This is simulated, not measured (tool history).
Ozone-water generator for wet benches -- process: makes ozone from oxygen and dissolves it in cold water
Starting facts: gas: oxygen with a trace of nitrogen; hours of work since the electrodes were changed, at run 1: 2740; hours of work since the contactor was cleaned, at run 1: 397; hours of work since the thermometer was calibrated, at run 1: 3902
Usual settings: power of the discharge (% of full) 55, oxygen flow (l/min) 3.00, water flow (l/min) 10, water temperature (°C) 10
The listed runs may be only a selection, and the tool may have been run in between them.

run,day,power of the discharge (% of full),oxygen flow (l/min),water flow (l/min),water temperature (°C),hours of work since the electrodes were changed,hours of work since the contactor was cleaned,hours of work since the thermometer was calibrated,dissolved ozone (ppm),ozone in the gas ahead of the water (g/m3)
1,0.000,55,3.00,10,10,2740,397,3902,21.2,144.6
2,3.654,76,3.00,10,10,2822,479,3985,27.5,188.7
3,6.738,44,3.00,10,10,2891,549,4054,17.6,121.9
4,9.888,44,3.00,10,10,2962,620,4125,17.5,121.3
# day 10.358: water thermometer calibrated
5,12.675,55,3.00,10,10,3025,682,52,21.2,146.3
6,15.967,55,3.00,10,10,3099,756,126,21.5,146.6
7,17.933,55,3.00,10,10,3143,801,171,20.9,144.3
8,21.804,55,3.00,10,10,3230,888,258,21.1,145.5
9,23.775,55,3.00,10,10,3275,932,302,21.1,144.5
10,26.467,55,3.00,10,10,3335,993,363,21.0,145.2
11,29.150,55,3.00,10,10,3396,1053,423,21.1,144.9
12,32.342,55,3.00,10,10,3468,1125,495,21.0,146.1
13,34.725,55,3.00,10,10,3521,1179,549,20.9,145.2
14,38.379,55,3.00,10,13,3604,1261,631,20.1,146.5
15,40.112,55,1.74,10,10,3643,1300,670,19.4,189.3
16,41.883,74,1.74,10,10,3683,1340,710,24.6,238.9
17,44.196,75,5.27,10,10,3735,1392,762,27.8,143.9
18,47.671,55,2.02,8,10,3813,1470,840,24.3,176.6
19,50.396,55,2.02,8,10,3874,1532,902,24.4,176.0
20,52.354,55,3.00,10,7,3919,1576,946,21.7,146.4
21,54.108,91,3.00,10,7,3958,1616,986,32.8,220.9
22,55.854,91,4.13,11,5,3997,1655,1025,32.3,188.2
23,59.262,92,3.00,7,10,4074,1732,1102,42.2,221.8
24,63.212,92,3.00,7,10,4163,1821,1191,42.2,218.4
25,65.900,92,3.00,7,10,4224,1881,1251,42.0,223.1
26,69.517,92,3.00,7,10,4305,1963,1333,41.8,221.7
27,72.767,92,4.05,7,9,4378,2036,1406,42.6,193.5
28,74.479,92,4.05,7,9,4417,2074,1444,42.3,192.4
29,76.621,76,1.78,12,9,4465,2123,1493,20.9,244.3
30,79.188,76,1.78,12,9,4523,2180,1550,20.9,241.4
31,81.962,43,1.69,7,10,4585,2243,1613,21.6,156.2
32,85.562,43,1.72,7,10,4667,2324,1694,21.6,155.1

3 ways to go on from here, each from the tool as it stands after run 32. What would each give?
A,87.650,64,4.19,7,10,4714,2371,1741,?,?
B,87.650,44,2.93,10,8,4714,2371,1741,?,?
C,87.650,55,4.42,7,10,4714,2371,1741,?,?

run,dissolved ozone (ppm),ozone in the gas ahead of the water (g/m3)
A,31.1,140.8
B,18.2,122.9
C,27.5,121.9
The same runs, with their run-to-run variation unchanged, on a tool lacking any hidden condition would have given:
run,dissolved ozone (ppm),ozone in the gas ahead of the water (g/m3)
A,31.2,141.2
B,18.2,123.2
C,27.6,122.2
